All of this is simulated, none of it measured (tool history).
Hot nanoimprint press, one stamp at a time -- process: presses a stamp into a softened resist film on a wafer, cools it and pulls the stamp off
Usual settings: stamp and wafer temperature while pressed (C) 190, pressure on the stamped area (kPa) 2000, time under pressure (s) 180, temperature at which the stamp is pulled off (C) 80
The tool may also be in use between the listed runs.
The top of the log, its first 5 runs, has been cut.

run   hour  stamp and wafer temperature while pressed (C)  pressure on the stamped area (kPa)  time under pressure (s)  temperature at which the stamp is pulled off (C)  hours of work since the thermocouple was calibrated  imprints on the stamp's release coat  hours of work since the press's seals were changed  resist left under the stamp's widest pad (angstrom)  greatest force while the stamp is pulled off (N)
  6    100                                            190                                2000                      180                                                80                                                  105                                   456                                                  59                                                 1621                                               113
  7  123.4                                            190                                2000                      180                                                80                                                  116                                   511                                                  69                                                 1628                                               114
  8  142.6                                            197                                2000                      180                                                80                                                  124                                   557                                                  78                                                 1329                                               119
  9  157.4                                            190                                2000                      180                                                80                                                  131                                   592                                                  85                                                 1646                                               113
 10  177.5                                            190                                2000                      180                                                80                                                  141                                   640                                                  94                                                 1637                                               116
 11  194.8                                            190                                2000                      341                                                80                                                  149                                   681                                                 102                                                 1311                                               119
 12  214.3                                            190                                2000                      180                                                80                                                  158                                   727                                                 111                                                 1640                                               122
 13  226.7                                            190                                2000                      180                                                74                                                  163                                   757                                                 117                                                 1634                                               132
 14  251.9                                            190                                2000                      180                                                80                                                  175                                   816                                                 129                                                 1642                                               127
 15  268.9                                            190                                2000                      180                                                80                                                  183                                   857                                                 137                                                 1635                                               122
 16  288.2                                            179                                2130                      180                                                80                                                  192                                   903                                                 146                                                 2217                                               131
 17  314.4                                            179                                2130                      180                                                80                                                  204                                   965                                                 158                                                 2248                                               131
 18    335                                            182                                1830                      180                                                84                                                  213                                  1014                                                 167                                                 2192                                               124
 19  349.7                                            200                                2000                      146                                                72                                                  220                                  1049                                                 174                                                 1323                                               160
 20  366.7                                            196                                2620                      146                                                72                                                  228                                  1089                                                 182                                                 1257                                               149
     373.9  -- stamp cleaned and given a new release coat
 21  397.1                                            196                                2620                      210                                                81                                                  239                                    55                                                 193                                                 1104                                                98
 22  413.8                                            196                                2620                      210                                                81                                                  247                                    95                                                 201                                                 1096                                               101
 23  426.5                                            201                                1320                      180                                                80                                                  253                                   125                                                 207                                                 1524                                               102
 24  439.1                                            190                                2000                      150                                                87                                                  259                                   155                                                 212                                                 1729                                                93
 25  460.7                                            190                                2000                      150                                                87                                                  269                                   206                                                 222                                                 1740                                                94
 26  475.4                                            190                                1440                      141                                                87                                                  275                                   241                                                 229                                                 2129                                                93
     488.1  -- plate thermocouple calibrated
 27  491.9                                            190                                1440                      141                                                87                                                    2                                   273                                                 236                                                 2115                                                91
 28  504.4                                            192                                2000                      141                                                80                                                    8                                   303                                                 241                                                 1650                                               103
 29  518.1                                            192                                2000                      141                                                80                                                   14                                   335                                                 248                                                 1667                                               103
 30  529.1                                            192                                2000                      228                                                69                                                   19                                   362                                                 253                                                 1413                                               119

Predict each of these 4 candidate next runs independently; none follows another, all start after run 30:
  A  540.4                                            184                                2000                      228                                                69                                                   24                                   388                                                 258                                                    ?                                                 ?
  B  540.4                                            194                                2000                      160                                                82                                                   24                                   388                                                 258                                                    ?                                                 ?
  C  540.4                                            187                                1330                      282                                                69                                                   24                                   388                                                 258                                                    ?                                                 ?
  D  540.4                                            190                                2000                      156                                                83                                                   24                                   388                                                 258                                                    ?                                                 ?

run  resist left under the stamp's widest pad (angstrom)  greatest force while the stamp is pulled off (N)
  A                                                 1821                                               123
  B                                                 1501                                               108
  C                                                 1941                                               124
  D                                                 1711                                               105
Take away the tool's hidden state, keep each run's random variation, and the runs would have read:
run  resist left under the stamp's widest pad (angstrom)  greatest force while the stamp is pulled off (N)
  A                                                 1807                                               107
  B                                                 1488                                                94
  C                                                 1931                                               108
  D                                                 1697                                                91
